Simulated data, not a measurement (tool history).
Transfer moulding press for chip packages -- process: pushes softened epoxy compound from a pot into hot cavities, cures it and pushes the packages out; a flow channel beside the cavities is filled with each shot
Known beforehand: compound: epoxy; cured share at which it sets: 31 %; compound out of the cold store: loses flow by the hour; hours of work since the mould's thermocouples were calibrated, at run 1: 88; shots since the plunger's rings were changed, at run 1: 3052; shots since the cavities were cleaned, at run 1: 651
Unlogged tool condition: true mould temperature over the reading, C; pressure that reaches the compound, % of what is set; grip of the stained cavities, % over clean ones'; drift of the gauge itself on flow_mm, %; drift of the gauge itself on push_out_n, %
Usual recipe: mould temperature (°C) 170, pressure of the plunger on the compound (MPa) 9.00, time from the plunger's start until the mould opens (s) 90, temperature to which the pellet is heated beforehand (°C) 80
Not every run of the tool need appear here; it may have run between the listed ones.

run	hour	mould temperature (°C)	pressure of the plunger on the compound (MPa)	time from the plunger's start until the mould opens (s)	temperature to which the pellet is heated beforehand (°C)	hours of work since the mould's thermocouples were calibrated	shots since the plunger's rings were changed	shots since the cavities were cleaned	incoming compound's hours out of the cold store	length that the compound runs in the flow channel (mm)	greatest force on the pins that push the packages out (N)
1	0.0	170	9.00	90	80	88	3052	651	47.5	915	602
2	15.8	170	9.00	90	80	98	3238	837	9.0	984	638
# hour 31.7: cavities cleaned with cleaning compound and waxed
3	38.4	170	9.00	90	80	111	3487	79	45.8	914	618
4	70.1	170	9.00	90	80	131	3862	454	26.4	961	618
5	93.2	170	8.47	90	80	146	4135	727	42.9	899	604
# hour 115.9: cavities cleaned with cleaning compound and waxed
6	123.9	170	8.47	90	75	165	4479	94	45.5	887	628
# hour 140.1: plunger's sealing rings changed
7	160.3	170	9.00	90	80	186	238	494	29.4	943	617
8	189.9	170	9.00	90	80	205	587	843	17.7	978	646
# hour 204.7: cavities cleaned with cleaning compound and waxed
9	214.2	170	9.00	90	80	220	857	112	29.5	954	626
10	231.1	170	9.00	90	80	230	1056	311	37.0	935	604
11	250.7	170	9.00	90	83	243	1288	543	17.2	976	612
12	265.0	170	9.00	90	80	252	1456	711	26.7	954	605
# hour 289.1: cavities cleaned with cleaning compound and waxed
13	301.6	170	9.00	97	80	274	1871	148	34.1	947	515
14	325.6	170	9.00	90	84	290	2154	431	8.8	996	630
15	360.7	170	8.18	90	83	312	2569	846	45.5	876	584
# hour 375.6: cavities cleaned with cleaning compound and waxed
16	388.2	170	8.18	90	83	329	2875	148	40.0	880	612
17	416.1	170	8.18	90	83	346	3206	479	30.4	902	608
18	441.1	167	7.70	90	86	362	3501	774	13.7	921	759
# hour 462.0: cavities cleaned with cleaning compound and waxed
19	472.8	169	10.57	90	86	382	3857	128	29.4	1031	645
20	488.2	169	9.00	90	80	391	4038	309	26.9	955	653
21	514.4	170	9.00	73	77	408	4348	619	15.4	989	1097
# hour 542.2: plunger's sealing rings changed
22	547.1	170	9.00	73	77	427	58	975	25.3	963	1095
# hour 551.2: cavities cleaned with cleaning compound and waxed
23	576.7	165	9.00	73	77	445	390	301	22.2	983	1416
24	600.5	170	8.66	90	80	460	671	582	9.8	970	636
25	628.9	170	8.66	90	80	478	1007	918	45.3	898	604
# hour 636.4: cavities cleaned with cleaning compound and waxed
26	647.2	171	9.00	78	80	489	1204	128	27.3	954	850
27	677.7	177	10.09	72	76	509	1564	488	35.0	974	682
28	706.1	169	10.09	112	76	527	1900	824	45.7	974	435

Consider 4 possible next runs. They are alternatives, not a sequence: every one starts from the tool as it was left by run 28. What does each give?
# hour 722.4: cavities cleaned with cleaning compound and waxed
A	736.8	169	7.72	112	90	545	2244	170	24.5	?	?
# hour 722.4: cavities cleaned with cleaning compound and waxed
B	736.8	169	10.09	112	75	545	2244	170	29.5	?	?
# hour 722.4: cavities cleaned with cleaning compound and waxed
C	736.8	174	9.44	90	80	545	2244	170	10.9	?	?
# hour 722.4: cavities cleaned with cleaning compound and waxed
D	736.8	167	10.09	103	78	545	2244	170	47.8	?	?

run	length that the compound runs in the flow channel (mm)	greatest force on the pins that push the packages out (N)
A	889	431
B	1016	442
C	1008	494
D	972	529
Take away the tool's hidden state, keep each run's random variation, and the runs would have read:
run	length that the compound runs in the flow channel (mm)	greatest force on the pins that push the packages out (N)
A	890	429
B	1017	440
C	1009	491
D	972	526
